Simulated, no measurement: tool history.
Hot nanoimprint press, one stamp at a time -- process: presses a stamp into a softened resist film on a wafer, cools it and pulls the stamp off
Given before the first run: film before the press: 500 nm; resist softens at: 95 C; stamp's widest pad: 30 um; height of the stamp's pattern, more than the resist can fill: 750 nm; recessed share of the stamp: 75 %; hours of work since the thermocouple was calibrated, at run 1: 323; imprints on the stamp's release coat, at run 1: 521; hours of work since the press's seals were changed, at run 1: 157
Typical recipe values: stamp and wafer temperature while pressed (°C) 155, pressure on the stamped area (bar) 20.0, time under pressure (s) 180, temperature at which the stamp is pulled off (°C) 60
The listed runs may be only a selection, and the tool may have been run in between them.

| run | day | stamp and wafer temperature while pressed (°C) | pressure on the stamped area (bar) | time under pressure (s) | temperature at which the stamp is pulled off (°C) | hours of work since the thermocouple was calibrated | imprints on the stamp's release coat | hours of work since the press's seals were changed | resist left under the stamp's widest pad (Å) | greatest force while the stamp is pulled off (N) |
|---|---|---|---|---|---|---|---|---|---|---|
| 1 | 0.000 | 155 | 20.0 | 180 | 60 | 323 | 521 | 157 | 1979 | 230 |
| 2 | 0.171 | 155 | 20.0 | 323 | 60 | 325 | 534 | 159 | 1560 | 232 |
| 3 | 0.479 | 155 | 20.0 | 180 | 49 | 329 | 558 | 163 | 1984 | 248 |
|  | 0.642 | plate thermocouple calibrated |
| 4 | 0.950 | 155 | 20.0 | 180 | 50 | 4 | 585 | 167 | 1963 | 247 |
| 5 | 1.296 | 155 | 20.0 | 150 | 60 | 8 | 612 | 171 | 2107 | 237 |
| 6 | 1.604 | 155 | 26.2 | 150 | 60 | 12 | 636 | 175 | 1855 | 233 |
| 7 | 1.800 | 145 | 15.2 | 150 | 60 | 14 | 651 | 177 | 3876 | 239 |
| 8 | 2.142 | 160 | 20.0 | 269 | 60 | 18 | 677 | 181 | 1220 | 232 |
| 9 | 2.329 | 160 | 20.0 | 336 | 57 | 20 | 692 | 184 | 1112 | 239 |
|  | 2.504 | plate thermocouple calibrated, once more |
| 10 | 2.662 | 155 | 23.8 | 169 | 54 | 2 | 708 | 186 | 1955 | 252 |
| 11 | 2.875 | 155 | 16.8 | 180 | 52 | 4 | 725 | 189 | 2235 | 256 |

Run by run, hidden condition taken away, random variation retained:
Hidden conditions of the tool in this case: true temperature over the reading, C; pressure that arrives at the usual setting, %; grip of the stamp's worn release coat, % over a new coat's; drift of the gauge itself on residual_nm, %; drift of the gauge itself on pull_off_n, %.
| run | resist left under the stamp's widest pad (Å) | greatest force while the stamp is pulled off (N) |
|---|---|---|
| 1 | 2052 | 201 |
| 2 | 1621 | 202 |
| 3 | 2058 | 215 |
| 4 | 2053 | 212 |
| 5 | 2202 | 203 |
| 6 | 1939 | 198 |
| 7 | 3985 | 202 |
| 8 | 1277 | 195 |
| 9 | 1164 | 201 |
| 10 | 1934 | 210 |
| 11 | 2219 | 212 |

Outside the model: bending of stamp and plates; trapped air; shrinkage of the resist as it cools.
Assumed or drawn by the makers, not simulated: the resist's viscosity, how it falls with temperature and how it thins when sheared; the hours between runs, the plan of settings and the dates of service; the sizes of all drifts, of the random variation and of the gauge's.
